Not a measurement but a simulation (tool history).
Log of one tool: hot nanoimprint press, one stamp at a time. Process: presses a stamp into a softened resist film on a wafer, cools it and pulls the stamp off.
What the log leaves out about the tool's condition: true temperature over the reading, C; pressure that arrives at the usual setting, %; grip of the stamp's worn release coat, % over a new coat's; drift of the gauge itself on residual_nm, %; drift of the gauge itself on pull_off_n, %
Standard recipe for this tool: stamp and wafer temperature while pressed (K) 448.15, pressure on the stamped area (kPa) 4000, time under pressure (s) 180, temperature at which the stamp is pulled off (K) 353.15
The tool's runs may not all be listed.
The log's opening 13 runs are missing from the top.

run     day  stamp and wafer temperature while pressed (K)  pressure on the stamped area (kPa)  time under pressure (s)  temperature at which the stamp is pulled off (K)  hours of work since the thermocouple was calibrated  imprints on the stamp's release coat  hours of work since the press's seals were changed  resist left under the stamp's widest pad (nm)  greatest force while the stamp is pulled off (N)
 14  37.275                                         448.15                                4000                      180                                            348.15                                                  332                                  1078                                                 551                                          191.4                                               166
 15  39.788                                         448.15                                4000                      180                                            348.15                                                  363                                  1227                                                 583                                          190.5                                               165
 16  42.742                                         448.15                                4000                      180                                            348.15                                                  400                                  1403                                                 619                                            192                                               162
 17  44.771                                         448.15                                4200                      274                                            348.15                                                  425                                  1524                                                 645                                          161.5                                               168
     47.221  -- plate thermocouple calibrated
 18  48.329                                         448.15                                4200                      274                                            348.15                                                   14                                  1728                                                 687                                          162.6                                               161
     50.829  -- stamp cleaned and given a new release coat
 19  52.379                                         448.15                                4200                      274                                            348.15                                                   61                                    92                                                 734                                          162.7                                               163
 20  54.862                                         448.15                                4200                      274                                            348.15                                                   92                                   240                                                 765                                          163.2                                               159
 21  57.117                                         448.15                                4200                      274                                            348.15                                                  120                                   374                                                 793                                          160.3                                               170
     59.446  -- press's hydraulic seals changed and the load cell set to zero
 22  60.175                                         448.15                                3690                      274                                            348.15                                                  154                                   536                                                   9                                          173.4                                               167
 23  63.229                                         448.15                                3690                      307                                            349.15                                                  192                                   717                                                  47                                          166.6                                               162
 24  65.038                                         456.15                                2450                      295                                            349.15                                                  214                                   825                                                  69                                          151.8                                               159
 25  66.896                                         456.15                                2450                      295                                            349.15                                                  237                                   936                                                  93                                          151.2                                               158
 26  70.525                                         452.15                                2440                      146                                            356.15                                                  282                                  1151                                                 138                                          222.9                                               138
 27  73.017                                         452.15                                3410                      163                                            356.15                                                  313                                  1300                                                 169                                          182.6                                               136
 28  76.175                                         452.15                                3410                      163                                            356.15                                                  353                                  1488                                                 208                                          183.2                                               134
 29  79.571                                         452.15                                3410                      163                                            356.15                                                  395                                  1690                                                 250                                          180.5                                               139
     82.646  -- stamp cleaned and given a new release coat
 30  82.646                                         452.15                                3410                      163                                            356.15                                                  430                                     0                                                 285                                          184.1                                               136
     84.654  -- plate thermocouple calibrated
 31  85.279                                         441.15                                4000                      198                                            343.15                                                    8                                   149                                                 316                                          244.3                                               174

What if the next run were any one of these 3? Each begins from the tool's condition after run 31:
  A  88.654                                         448.15                                4000                      306                                            353.15                                                   50                                   350                                                 358                                              ?                                                 ?
  B  88.654                                         441.15                                3050                      289                                            343.15                                                   50                                   350                                                 358                                              ?                                                 ?
  C  88.654                                         448.15                                4000                      152                                            350.15                                                   50                                   350                                                 358                                              ?                                                 ?

run  resist left under the stamp's widest pad (nm)  greatest force while the stamp is pulled off (N)
  A                                          157.8                                               147
  B                                          247.4                                               177
  C                                          201.9                                               157
Stripped of hidden state, with their random variation kept, the same runs would have yielded:
run  resist left under the stamp's widest pad (nm)  greatest force while the stamp is pulled off (N)
  A                                          157.8                                               147
  B                                          247.3                                               177
  C                                          201.8                                               157
